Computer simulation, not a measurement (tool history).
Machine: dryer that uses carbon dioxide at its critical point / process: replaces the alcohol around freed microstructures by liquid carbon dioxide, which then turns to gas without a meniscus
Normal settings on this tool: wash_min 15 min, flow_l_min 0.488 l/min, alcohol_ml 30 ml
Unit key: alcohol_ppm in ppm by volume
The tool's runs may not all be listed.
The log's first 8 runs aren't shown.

run     day  wash_min  flow_l_min  alcohol_ml  hours of work since the filter was changed  hours of work since the purifier's bed was changed  alcohol_ppm
  9   3.042        15       0.329          30                                          99                                                 167          914
 10   3.579        15       0.329          30                                         109                                                 177          944
 11   4.117        15       0.329          30                                         119                                                 186          959
 12   4.629        15       0.653          30                                         128                                                 196           40
 13   4.921        15       0.653          30                                         133                                                 201           38
 14   5.417        10       0.488          30                                         142                                                 210          948
 15   5.942        15       0.488          30                                         152                                                 219          195
 16   6.288        15       0.488          30                                         158                                                 225          183
 17   6.825        15       0.488          30                                         168                                                 235          200
 18   7.304        15       0.488          30                                         176                                                 244          205
      7.654  -- inlet filter changed
 19   7.758        15       0.488          30                                           2                                                 251          142
 20   8.246        15       0.488          30                                          11                                                 260          137
 21   8.650        11       0.488          30                                          18                                                 267          547
 22   8.929        15       0.488          30                                          23                                                 272          146
 23   9.258        15       0.488          78                                          29                                                 278          368
 24   9.583        15       0.488          78                                          35                                                 284          373
 25  10.100        16       0.488          78                                          44                                                 293          262
 26  10.596        10       0.432          58                                          53                                                 302         2457
 27  10.938        15       0.488          57                                          59                                                 308          292
 28  11.254        14       0.488          21                                          65                                                 314          173
 29  11.567        14       0.488          21                                          70                                                 320          174
 30  11.954        14       0.488          21                                          77                                                 327          179
 31  12.217        15       0.471          62                                          82                                                 331          397
 32  12.538         9       0.359         119                                          88                                                 337        11613
 33  12.792        10       0.350          30                                          93                                                 342         2538

For run 34, what comes out?
 34  13.183        15       0.649          21                                         100                                                 349            ?

{"run 34": {"alcohol_ppm": 48}}
The same run, on a tool lacking any hidden state, would have yielded alcohol_ppm 22 ppm by volume.

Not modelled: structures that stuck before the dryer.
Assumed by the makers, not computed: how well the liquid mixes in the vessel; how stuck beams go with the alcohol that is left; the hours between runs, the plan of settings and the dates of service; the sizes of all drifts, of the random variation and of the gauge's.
